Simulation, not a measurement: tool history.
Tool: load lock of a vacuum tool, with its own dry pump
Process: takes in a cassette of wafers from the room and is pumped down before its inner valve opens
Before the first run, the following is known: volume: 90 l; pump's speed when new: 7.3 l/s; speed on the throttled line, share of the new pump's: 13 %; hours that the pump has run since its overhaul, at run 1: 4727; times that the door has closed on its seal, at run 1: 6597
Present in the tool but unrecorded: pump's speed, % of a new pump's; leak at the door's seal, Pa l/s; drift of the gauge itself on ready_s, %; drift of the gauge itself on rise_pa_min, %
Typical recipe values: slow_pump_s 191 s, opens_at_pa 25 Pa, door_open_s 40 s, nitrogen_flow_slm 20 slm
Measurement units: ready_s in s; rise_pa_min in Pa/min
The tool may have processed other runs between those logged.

run     hour  slow_pump_s  opens_at_pa  door_open_s  nitrogen_flow_slm  hours that the pump has run since its overhaul  times that the door has closed on its seal  incoming humidity of the room's air, %  ready_s  rise_pa_min
  1        0          191           25           40                 20                                            4727                                        6597                                    47.8    270.8        0.026
  2    275.1          191           25           40                 20                                            5002                                        7359                                    47.4    271.1        0.023
  3    649.6          191           25           40                 20                                            5377                                        8396                                      45    272.9        0.021
  4   1011.6          191           32           40                 20                                            5739                                        9399                                    44.4    266.2        0.024
  5   1308.8          191           32           40                 20                                            6036                                       10222                                    47.4    269.5        0.035
  6   1654.6          241           25           40                 20                                            6382                                       11180                                    43.6    313.1        0.028
  7   2030.9          241           25           40                 20                                            6758                                       12223                                      42    312.3        0.028
  8   2404.6          191           25          125                 20                                            7132                                       13258                                      46    268.6        0.052
  9   2646.6          191           25          125                 20                                            7374                                       13928                                    46.9      271        0.049
 10   3028.5          191           25          125                 20                                            7756                                       14986                                    45.3    268.4        0.047
 11   3269.2          191           25          125                 20                                            7997                                       15653                                    46.2      269        0.049
 12   3458.2          191           25          125                 20                                            8186                                       16176                                    45.2    267.4        0.049
 13   3641.4          191           25          125                 20                                            8369                                       16684                                    47.3    271.6         0.05
 14   3988.4          191           25           68                 20                                            8716                                       17645                                    46.2    265.3        0.039
 15   4401.5          191           49           40                 20                                            9129                                       18789                                    45.4    263.4        0.027
 16   4693.3          191           49           40                 20                                            9421                                       19597                                    38.1    263.4        0.026
 17   5146.2          191           22           40                 20                                            9874                                       20852                                    42.8    271.7        0.024
      5168.9  -- door's seal changed, seat wiped
 18   5364.9          191           22           40                 20                                           10091                                         543                                    45.8    270.1        0.027
 19   5583.2          191           22           40                 20                                           10309                                        1147                                      46    272.4        0.028
 20   6029.7          117           25           40                 36                                           10756                                        2384                                    46.1    205.4        0.019
 21   6321.6          103           20           40                 10                                           11047                                        3192                                      50    196.3        0.035
 22   6692.7          203           35          235                 14                                           11419                                        4220                                    46.4    278.5         0.08
 23     7049          152           41           40                 20                                           11775                                        5207                                    43.3    230.6        0.028
 24   7324.4          191           25           40                 16                                           12050                                        5970                                    44.3      267        0.024
 25   7750.1          191           32           28                 20                                           12476                                        7149                                    47.7    265.6        0.021
 26     7967          218           32          110                 20                                           12693                                        7750                                    43.2    291.6        0.035
 27   8336.8          218           32          110                 20                                           13063                                        8775                                    43.7    291.6        0.043
 28   8742.7          232           26           78                 24                                           13469                                        9899                                    44.3    307.1        0.036
 29   9139.6          167           26           88                  6                                           13866                                       10998                                    42.3    247.1        0.053
 30   9472.8          188           21           40                 20                                           14199                                       11921                                    43.6    271.7        0.025
 31   9684.5          191           18           40                 20                                           14410                                       12508                                    45.7    274.5        0.025
 32   9942.9          168           25           40                  9                                           14669                                       13223                                    43.8    251.1        0.036
      9989.4  -- dry pump taken out, an overhauled one fitted
 33  10379.7          168           25           40                  9                                             390                                       14417                                    45.5    252.1        0.035
 34  10792.3          168           29           40                 39                                             803                                       15560                                    45.7    248.4        0.022
 35  11161.8          168           29           40                 39                                            1172                                       16583                                    43.3    246.2        0.018
 36    11437          168           29           40                 39                                            1448                                       17345                                    45.9    249.8        0.019

Predict each of these 3 candidate next runs independently; none follows another, all start after run 36:
  A  11709.3          214           29           47                 14                                            1720                                       18100                                    45.1        ?            ?
  B  11709.3          127           29           30                 15                                            1720                                       18100                                    47.2        ?            ?
  C  11709.3          168           29           44                 39                                            1720                                       18100                                    46.1        ?            ?

run  ready_s  rise_pa_min
  A    288.6        0.038
  B    212.4         0.03
  C    249.5        0.021
Stripped of hidden state, with their random variation kept, the same runs would have yielded:
run  ready_s  rise_pa_min
  A    288.6        0.036
  B    212.3        0.029
  C    249.5        0.019
